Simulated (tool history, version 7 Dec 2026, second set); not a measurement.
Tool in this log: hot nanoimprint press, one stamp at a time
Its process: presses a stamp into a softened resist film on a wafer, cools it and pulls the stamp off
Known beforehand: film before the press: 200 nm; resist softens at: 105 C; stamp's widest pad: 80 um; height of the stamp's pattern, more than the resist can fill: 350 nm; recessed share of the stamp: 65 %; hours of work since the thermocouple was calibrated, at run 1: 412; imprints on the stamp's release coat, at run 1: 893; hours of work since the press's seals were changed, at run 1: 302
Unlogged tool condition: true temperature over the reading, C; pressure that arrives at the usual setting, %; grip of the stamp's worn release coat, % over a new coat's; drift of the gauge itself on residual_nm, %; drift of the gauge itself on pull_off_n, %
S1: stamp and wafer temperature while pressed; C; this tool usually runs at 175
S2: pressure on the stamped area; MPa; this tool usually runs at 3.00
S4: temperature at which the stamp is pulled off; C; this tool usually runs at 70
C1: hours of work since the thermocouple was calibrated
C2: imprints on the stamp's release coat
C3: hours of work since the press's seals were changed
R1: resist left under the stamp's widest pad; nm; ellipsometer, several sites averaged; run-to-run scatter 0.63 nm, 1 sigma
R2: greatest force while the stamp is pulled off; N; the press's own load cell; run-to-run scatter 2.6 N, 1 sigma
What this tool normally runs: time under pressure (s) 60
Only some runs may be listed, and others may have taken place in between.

run 1 hour=0.0 | S1=175 S2=3.00 time_under_pressure_(s)=60 S4=70 | C1=412 C2=893 C3=302 | R1=98.8 R2=150
-- hour=58.3 plate thermocouple calibrated
run 2 hour=58.3 | S1=175 S2=4.71 time_under_pressure_(s)=60 S4=70 | C1=0 C2=1152 C3=342 | R1=79.7 R2=156
-- hour=121.5 stamp cleaned and given a new release coat
run 3 hour=129.5 | S1=175 S2=3.00 time_under_pressure_(s)=60 S4=70 | C1=47 C2=37 C3=389 | R1=100.4 R2=123
run 4 hour=187.0 | S1=175 S2=3.00 time_under_pressure_(s)=60 S4=70 | C1=89 C2=307 C3=431 | R1=100.8 R2=130
run 5 hour=278.9 | S1=175 S2=3.00 time_under_pressure_(s)=60 S4=70 | C1=155 C2=737 C3=498 | R1=102.0 R2=143
run 6 hour=364.8 | S1=175 S2=3.00 time_under_pressure_(s)=60 S4=70 | C1=218 C2=1139 C3=560 | R1=103.3 R2=153
run 7 hour=404.4 | S1=175 S2=3.00 time_under_pressure_(s)=111 S4=70 | C1=246 C2=1325 C3=589 | R1=82.7 R2=162
-- hour=426.7 plate thermocouple calibrated, once more
-- hour=432.7 stamp cleaned and given a new release coat
run 8 hour=507.8 | S1=175 S2=3.00 time_under_pressure_(s)=111 S4=70 | C1=54 C2=352 C3=657 | R1=76.7 R2=134
run 9 hour=590.0 | S1=175 S2=2.93 time_under_pressure_(s)=60 S4=70 | C1=114 C2=737 C3=717 | R1=97.4 R2=146
run 10 hour=645.4 | S1=175 S2=2.93 time_under_pressure_(s)=60 S4=70 | C1=154 C2=996 C3=757 | R1=97.6 R2=149
run 11 hour=712.1 | S1=175 S2=3.00 time_under_pressure_(s)=57 S4=70 | C1=202 C2=1309 C3=805 | R1=99.2 R2=169
-- hour=747.5 stamp cleaned and given a new release coat
run 12 hour=784.3 | S1=187 S2=3.00 time_under_pressure_(s)=57 S4=70 | C1=250 C2=173 C3=853 | R1=55.3 R2=126
run 13 hour=872.6 | S1=187 S2=3.00 time_under_pressure_(s)=57 S4=70 | C1=314 C2=586 C3=917 | R1=57.2 R2=137
run 14 hour=911.2 | S1=187 S2=3.00 time_under_pressure_(s)=57 S4=70 | C1=342 C2=767 C3=945 | R1=57.0 R2=140
-- hour=969.6 press's hydraulic seals changed and the load cell set to zero
run 15 hour=969.6 | S1=187 S2=3.00 time_under_pressure_(s)=57 S4=70 | C1=379 C2=1003 C3=0 | R1=56.5 R2=154
run 16 hour=1022.6 | S1=187 S2=3.00 time_under_pressure_(s)=57 S4=70 | C1=417 C2=1251 C3=38 | R1=56.7 R2=158
-- hour=1065.4 stamp cleaned and given a new release coat
-- hour=1076.4 plate thermocouple calibrated
run 17 hour=1100.0 | S1=187 S2=2.72 time_under_pressure_(s)=57 S4=70 | C1=17 C2=148 C3=88 | R1=55.6 R2=115
run 18 hour=1185.2 | S1=173 S2=2.72 time_under_pressure_(s)=57 S4=60 | C1=79 C2=548 C3=150 | R1=107.9 R2=148
run 19 hour=1242.1 | S1=173 S2=2.72 time_under_pressure_(s)=57 S4=60 | C1=120 C2=814 C3=191 | R1=109.0 R2=158
run 20 hour=1312.3 | S1=173 S2=2.21 time_under_pressure_(s)=37 S4=60 | C1=171 C2=1143 C3=242 | R1=135.6 R2=159
run 21 hour=1355.6 | S1=173 S2=2.21 time_under_pressure_(s)=37 S4=60 | C1=202 C2=1345 C3=273 | R1=136.0 R2=179
-- hour=1382.3 stamp cleaned and given a new release coat
run 22 hour=1442.9 | S1=186 S2=3.00 time_under_pressure_(s)=62 S4=70 | C1=261 C2=284 C3=332 | R1=55.7 R2=129
run 23 hour=1535.0 | S1=178 S2=3.00 time_under_pressure_(s)=62 S4=70 | C1=328 C2=716 C3=399 | R1=82.7 R2=141
run 24 hour=1601.9 | S1=178 S2=3.00 time_under_pressure_(s)=62 S4=70 | C1=376 C2=1029 C3=447 | R1=83.7 R2=144
run 25 hour=1670.5 | S1=178 S2=3.00 time_under_pressure_(s)=62 S4=70 | C1=426 C2=1350 C3=497 | R1=83.8 R2=159
-- hour=1693.8 stamp cleaned and given a new release coat
-- hour=1712.3 plate thermocouple calibrated
run 26 hour=1771.9 | S1=180 S2=4.13 time_under_pressure_(s)=37 S4=56 | C1=43 C2=352 C3=564 | R1=75.3 R2=144
run 27 hour=1818.6 | S1=180 S2=4.13 time_under_pressure_(s)=37 S4=56 | C1=77 C2=571 C3=598 | R1=76.2 R2=151
run 28 hour=1913.9 | S1=173 S2=2.57 time_under_pressure_(s)=38 S4=70 | C1=146 C2=1017 C3=667 | R1=129.0 R2=151
-- hour=2007.1 stamp cleaned and given a new release coat
run 29 hour=2007.1 | S1=166 S2=2.21 time_under_pressure_(s)=54 S4=75 | C1=209 C2=0 C3=730 | R1=157.9 R2=115

Below are 3 alternative next runs, each starting from the tool's condition after run 29. Predict each:
run A hour=2072.2 | S1=178 S2=2.29 time_under_pressure_(s)=32 S4=70 | C1=256 C2=305 C3=777 | R1=? R2=?
run B hour=2072.2 | S1=182 S2=1.94 time_under_pressure_(s)=54 S4=75 | C1=256 C2=305 C3=777 | R1=? R2=?
run C hour=2072.2 | S1=175 S2=2.23 time_under_pressure_(s)=60 S4=56 | C1=256 C2=305 C3=777 | R1=? R2=?

run=A R1=117.7 R2=123
run=B R1=91.0 R2=124
run=C R1=111.8 R2=142
The same runs, with their run-to-run variation unchanged, on a tool lacking any hidden condition would have given:
run=A R1=113.9 R2=114
run=B R1=87.9 R2=115
run=C R1=108.0 R2=131
